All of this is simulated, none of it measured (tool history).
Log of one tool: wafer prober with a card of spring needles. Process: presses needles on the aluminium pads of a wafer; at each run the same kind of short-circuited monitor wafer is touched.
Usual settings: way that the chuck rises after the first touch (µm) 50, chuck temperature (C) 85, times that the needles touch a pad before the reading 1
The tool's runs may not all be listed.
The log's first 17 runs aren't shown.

run,day,way that the chuck rises after the first touch (µm),chuck temperature (C),times that the needles touch a pad before the reading,touches since the tips were cleaned,cleanings since the card got new needles,touches since the first contact's height was set,resistance of one needle with its contact and lead (mohm),way that a needle slides on the pad (µm)
18,9.517,50,85,3,3562,14,22490,169,13.86
# day 9.896: tips cleaned on abrasive film
19,10.175,50,85,3,1418,15,25796,171,13.87
20,10.712,50,85,3,4131,15,28509,169,13.85
# day 10.983: tips cleaned on abrasive film
21,11.171,66,73,2,949,16,30816,164,18.31
22,11.812,35,73,2,4190,16,34057,177,9.70
# day 12.088: tips cleaned on abrasive film
23,12.375,33,106,2,1461,17,36885,188,9.15
24,13.067,56,85,1,4960,17,40384,169,15.53
# day 13.196: tips cleaned on abrasive film
25,13.421,56,85,1,1138,18,42160,166,15.51
26,13.871,56,63,1,3407,18,44429,164,15.54
# day 14.304: tips cleaned on abrasive film
27,14.354,50,85,3,258,19,46860,170,13.87
28,14.683,40,108,2,1918,19,48520,182,11.08
# day 15.438: tips cleaned on abrasive film
29,15.454,35,108,2,94,20,52404,186,9.70
30,15.979,35,108,2,2746,20,55056,184,9.69
# day 16.533: tips cleaned on abrasive film
31,16.604,30,85,1,352,21,58194,185,8.31
# day 17.250: height of the first contact set anew
32,17.288,50,28,1,3752,21,195,160,13.86
# day 17.625: tips cleaned on abrasive film
33,18.025,66,123,1,2032,22,3906,168,18.30

Forecast each of these 3 alternatives for the next run:
A,18.450,39,83,1,4178,22,6052,?,?
B,18.450,58,30,2,4178,22,6052,?,?
C,18.450,33,105,2,4178,22,6052,?,?

run,resistance of one needle with its contact and lead (mohm),way that a needle slides on the pad (µm)
A,174,10.81
B,154,16.06
C,187,9.15
Without the tool's hidden state the same runs would have given:
run,resistance of one needle with its contact and lead (mohm),way that a needle slides on the pad (µm)
A,173,10.81
B,154,16.06
C,186,9.15
